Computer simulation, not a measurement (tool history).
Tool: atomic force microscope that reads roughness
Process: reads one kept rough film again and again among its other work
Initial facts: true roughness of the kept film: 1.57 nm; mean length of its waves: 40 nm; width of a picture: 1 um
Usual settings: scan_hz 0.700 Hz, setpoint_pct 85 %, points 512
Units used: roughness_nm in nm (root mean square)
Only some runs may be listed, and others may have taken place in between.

run   hour  scan_hz  setpoint_pct  points  roughness_nm
  1    0.0    0.700            85     512         1.438
  2   22.8    0.700            85     512         1.417
  3   45.1    0.700            85     512         1.417
  4   58.1    0.700            85     512         1.423
  5   75.0    0.700            85     512         1.405
  6   96.5    0.700            85     512         1.394
  7  114.4    0.700            85     512         1.385
  8  127.2    0.700            85     512         1.387
  9  145.3    0.700            85     512         1.380
 10  162.9    0.700            80     512         1.389
     189.9  -- new tip fitted
 11  190.5    0.700            80     512         1.461
 12  210.2    0.700            80     512         1.444
 13  226.3    0.700            85     311         1.418
 14  241.0    0.700            85     512         1.422
 15  265.4    0.700            85     512         1.406
 16  281.9    0.700            86     512         1.399
 17  300.1    0.700            64     512         1.445
 18  312.8    0.700            64     512         1.433
 19  327.7    0.612            85     512         1.393
 20  342.3    0.700            85     647         1.379
 21  360.0    0.700            85     647         1.377
 22  371.8    0.700            85     647         1.367
     394.4  -- new tip fitted
 23  398.2    0.700            85     647         1.451
 24  413.9    0.700            85     647         1.442
 25  437.9    0.550            81     287         1.445
 26  452.9    0.700            87     315         1.402
 27  464.2    0.738            63     512         1.459
 28  478.7    0.796            85     291         1.384
 29  499.1    0.530            88     414         1.416
 30  520.5    0.543            85     473         1.403
 31  541.4    2.163            84     512         1.241
 32  567.7    2.163            84     512         1.243
 33  581.6    0.941            85     512         1.339
     598.9  -- new tip fitted
 34  605.4    0.941            85     512         1.409
 35  616.8    0.941            85     512         1.405
 36  628.1    3.539            85     707         1.164
 37  644.9    2.658            60     317         1.418
 38  670.2    2.658            60     317         1.395
 39  691.2    0.733            72     912         1.436
 40  711.2    0.733            72     864         1.422
 41  723.0    0.733            72     864         1.420
 42  749.0    0.537            80     512         1.404
 43  774.0    0.537            80     512         1.398
 44  788.4    1.494            89     489         1.248
     803.5  -- new tip fitted
 45  812.2    2.046            59     489         1.460

What if the next run were any one of these 4? Each begins from the tool's condition after run 45:
  A  839.5    1.638            85     512             ?
  B  839.5    0.700            62     393             ?
  C  839.5    1.355            68     727             ?
  D  839.5    2.188            76     411             ?

run  roughness_nm
  A         1.321
  B         1.482
  C         1.438
  D         1.337
Without the tool's hidden state the same runs would have given:
run  roughness_nm
  A         1.347
  B         1.511
  C         1.467
  D         1.364
